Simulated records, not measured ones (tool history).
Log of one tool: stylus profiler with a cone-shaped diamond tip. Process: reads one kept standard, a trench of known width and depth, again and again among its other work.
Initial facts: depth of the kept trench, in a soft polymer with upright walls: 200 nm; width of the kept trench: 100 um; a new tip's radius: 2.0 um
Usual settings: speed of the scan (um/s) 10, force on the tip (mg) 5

run,day,speed of the scan (um/s),force on the tip (mg),depth of the trench (Å),width of the trench's floor (um)
1,0,10,5,2030.5,98.19
2,0.488,10,5,2026.9,98.2
3,1.188,18,5,2029.4,98.14
4,1.679,18,5,2028.4,98.22
5,2.138,18,5,2027.1,98.13
6,2.517,10,5.94,2034.2,98.2
7,3.1,20,5.94,2033.6,98.15
8,3.667,20,5.94,2032.2,98.15
9,4.412,20,5.94,2032,98.13
10,4.8,20,5.94,2032.2,98.16
11,5.129,20,5.94,2032,98.16
12,5.742,20,5.94,2032.9,98.16
13,6.329,20,5.94,2032.6,98.15
14,6.921,20,5.94,2031.4,98.16
15,7.421,4,5,2028.8,98.17
16,8.096,4,5,2029.3,98.22
17,8.804,13,5,2028.9,98.15
18,9.158,13,5,2029,98.13
19,9.871,10,6.18,2031.9,98.1
20,10.242,7,5,2028,98.14
21,10.688,7,5,2028.4,98.13
22,11.325,9,5,2025.8,98.18
23,12.025,10,1.74,2013.6,98.1
24,12.629,7,5,2028.9,98.15
25,13.288,6,3.86,2024.7,98.19
26,13.883,6,3.86,2023.2,98.16
27,14.254,6,10.25,2047.5,98.14
28,14.912,5,3.59,2021.8,98.14
29,15.471,5,3.59,2019.8,98.13
30,15.808,5,3.59,2022.7,98.15
31,16.238,3,12.46,2053.7,98.12
32,16.683,2,5,2029.4,98.15
33,17.167,8,9.55,2043.6,98.07
34,17.579,39,9.79,2046.4,98.07
35,18.008,26,3.51,2021.4,98.14
36,18.517,5,12.88,2054.8,98.11
37,19.192,6,3.02,2017.9,98.11
38,19.921,3,3.71,2019.6,98.12
39,20.446,2,1.79,2013.4,98.07
40,21.196,8,8.57,2039.6,98.12
41,21.604,13,7.84,2036.7,98.13
42,22.208,25,10.41,2045.8,98.04
43,22.625,25,10.41,2044.2,98.02
44,23.208,7,2.54,2014.8,98.12
45,23.617,7,2.54,2013.9,98.09
46,24.338,39,12.18,2051,98.06

Alternative continuations, all from the tool just after run 46; predict every row:
A,24.967,21,4.98,?,?
B,24.967,6,11.76,?,?
C,24.967,3,3.01,?,?
D,24.967,4,12.18,?,?
E,24.967,20,11.03,?,?

run,depth of the trench (Å),width of the trench's floor (um)
A,2027.5,98.09
B,2051.6,98.12
C,2018.8,98.13
D,2051,98.12
E,2046.3,98.06
Had the tool no hidden state, the same runs would have come out as:
run,depth of the trench (Å),width of the trench's floor (um)
A,2030.7,98.24
B,2054.9,98.26
C,2022,98.28
D,2054.2,98.26
E,2049.5,98.21

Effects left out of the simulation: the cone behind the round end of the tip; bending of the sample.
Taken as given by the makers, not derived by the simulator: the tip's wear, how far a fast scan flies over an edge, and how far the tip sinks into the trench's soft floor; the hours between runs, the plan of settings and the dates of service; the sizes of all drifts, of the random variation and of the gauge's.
